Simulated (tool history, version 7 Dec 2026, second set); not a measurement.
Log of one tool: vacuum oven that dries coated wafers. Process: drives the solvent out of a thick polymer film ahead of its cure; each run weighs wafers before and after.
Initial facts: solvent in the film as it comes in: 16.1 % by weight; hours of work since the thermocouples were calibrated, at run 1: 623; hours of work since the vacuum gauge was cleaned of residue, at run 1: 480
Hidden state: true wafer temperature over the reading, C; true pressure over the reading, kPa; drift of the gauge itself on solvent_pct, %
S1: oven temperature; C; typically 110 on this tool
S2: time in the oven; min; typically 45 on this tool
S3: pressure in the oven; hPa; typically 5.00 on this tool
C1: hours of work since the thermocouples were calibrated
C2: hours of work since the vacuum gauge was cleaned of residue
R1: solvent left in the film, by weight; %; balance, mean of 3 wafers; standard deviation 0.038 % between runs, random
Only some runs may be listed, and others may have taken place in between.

{"run": 1, "hour": 0.0, "S1": 110, "S2": 45, "S3": 5.0, "C1": 623, "C2": 480, "R1": 1.62}
{"run": 2, "hour": 10.5, "S1": 110, "S2": 45, "S3": 5.0, "C1": 631, "C2": 487, "R1": 1.71}
{"run": 3, "hour": 22.2, "S1": 110, "S2": 45, "S3": 5.0, "C1": 639, "C2": 495, "R1": 1.6}
{"run": 4, "hour": 30.1, "S1": 110, "S2": 45, "S3": 5.0, "C1": 645, "C2": 501, "R1": 1.7}
{"run": 5, "hour": 47.5, "S1": 110, "S2": 45, "S3": 5.0, "C1": 657, "C2": 513, "R1": 1.66}
{"run": 6, "hour": 62.0, "S1": 110, "S2": 45, "S3": 5.0, "C1": 667, "C2": 524, "R1": 1.61}
{"run": 7, "hour": 80.2, "S1": 110, "S2": 45, "S3": 5.0, "C1": 680, "C2": 536, "R1": 1.62}
{"run": 8, "hour": 91.8, "S1": 110, "S2": 45, "S3": 5.0, "C1": 688, "C2": 545, "R1": 1.62}
{"run": 9, "hour": 104.2, "S1": 110, "S2": 45, "S3": 5.0, "C1": 697, "C2": 553, "R1": 1.7}
{"run": 10, "hour": 116.0, "S1": 104, "S2": 45, "S3": 5.0, "C1": 705, "C2": 562, "R1": 3.11}
{"run": 11, "hour": 129.5, "S1": 104, "S2": 45, "S3": 5.0, "C1": 715, "C2": 571, "R1": 3.06}
{"run": 12, "hour": 146.5, "S1": 104, "S2": 45, "S3": 5.0, "C1": 727, "C2": 583, "R1": 3.06}
{"run": 13, "hour": 156.4, "S1": 104, "S2": 45, "S3": 5.0, "C1": 734, "C2": 590, "R1": 3.11}
{"run": 14, "hour": 174.2, "S1": 104, "S2": 45, "S3": 5.0, "C1": 747, "C2": 603, "R1": 3.07}
{"run": 15, "hour": 187.4, "S1": 110, "S2": 45, "S3": 5.0, "C1": 756, "C2": 612, "R1": 1.6}
{"run": 16, "hour": 202.3, "S1": 110, "S2": 45, "S3": 5.0, "C1": 767, "C2": 623, "R1": 1.66}
{"run": 17, "hour": 215.6, "S1": 110, "S2": 59, "S3": 5.0, "C1": 776, "C2": 632, "R1": 1.24}
{"run": 18, "hour": 223.5, "S1": 110, "S2": 45, "S3": 2.72, "C1": 782, "C2": 638, "R1": 1.38}
{"run": 19, "hour": 240.4, "S1": 114, "S2": 24, "S3": 19.55, "C1": 794, "C2": 650, "R1": 3.91}
{"run": 20, "hour": 255.6, "S1": 114, "S2": 24, "S3": 19.55, "C1": 804, "C2": 661, "R1": 3.85}
{"run": 21, "hour": 272.4, "S1": 114, "S2": 24, "S3": 19.55, "C1": 816, "C2": 673, "R1": 3.91}
{"run": 22, "hour": 282.8, "S1": 114, "S2": 24, "S3": 19.55, "C1": 824, "C2": 680, "R1": 3.88}
{"run": 23, "hour": 292.7, "S1": 114, "S2": 24, "S3": 19.55, "C1": 831, "C2": 687, "R1": 3.91}
{"run": 24, "hour": 303.1, "S1": 124, "S2": 57, "S3": 3.3, "C1": 838, "C2": 694, "R1": 0.45}
{"run": 25, "hour": 321.5, "S1": 96, "S2": 45, "S3": 6.13, "C1": 851, "C2": 707, "R1": 5.79}
{"run": 26, "hour": 329.4, "S1": 95, "S2": 25, "S3": 5.0, "C1": 857, "C2": 713, "R1": 8.53}
{"run": 27, "hour": 339.7, "S1": 110, "S2": 56, "S3": 5.18, "C1": 864, "C2": 720, "R1": 1.3}
{"run": 28, "hour": 354.6, "S1": 110, "S2": 45, "S3": 6.42, "C1": 875, "C2": 731, "R1": 1.81}
{"run": 29, "hour": 368.7, "S1": 96, "S2": 59, "S3": 6.9, "C1": 885, "C2": 741, "R1": 4.69}
{"run": 30, "hour": 385.1, "S1": 96, "S2": 59, "S3": 6.9, "C1": 896, "C2": 753, "R1": 4.68}
{"run": 31, "hour": 396.2, "S1": 123, "S2": 59, "S3": 6.9, "C1": 904, "C2": 760, "R1": 0.73}
{"run": 32, "hour": 404.5, "S1": 110, "S2": 59, "S3": 18.78, "C1": 910, "C2": 766, "R1": 2.8}
{"run": 33, "hour": 416.6, "S1": 101, "S2": 30, "S3": 3.69, "C1": 919, "C2": 775, "R1": 5.54}
{"run": 34, "hour": 427.6, "S1": 110, "S2": 45, "S3": 7.85, "C1": 926, "C2": 783, "R1": 1.95}
{"run": 35, "hour": 441.6, "S1": 125, "S2": 76, "S3": 9.67, "C1": 936, "C2": 793, "R1": 0.88}

Below, some changes in R1 between adjacent runs. For each, the amount present without the hidden state too (settings, incoming material, random variation) and the amount remaining for the hidden state with gauge scatter not shared by both compared results:
Run 23 -> 24: S1 114 -> 124, S2 24 -> 57, S3 19.55 -> 3.30. R1 -3.46 %: hidden state +0.45, all else -3.91.
Run 24 -> 25: S1 124 -> 96, S2 57 -> 45, S3 3.30 -> 6.13. R1 +5.34 %: hidden state -0.47, all else +5.81.
Run 26 -> 27: S1 95 -> 110, S2 25 -> 56, S3 5.00 -> 5.18. R1 -7.23 %: hidden state +0.34, all else -7.57.
Run 30 -> 31: S1 96 -> 123. R1 -3.95 %: hidden state +0.43, all else -4.38.
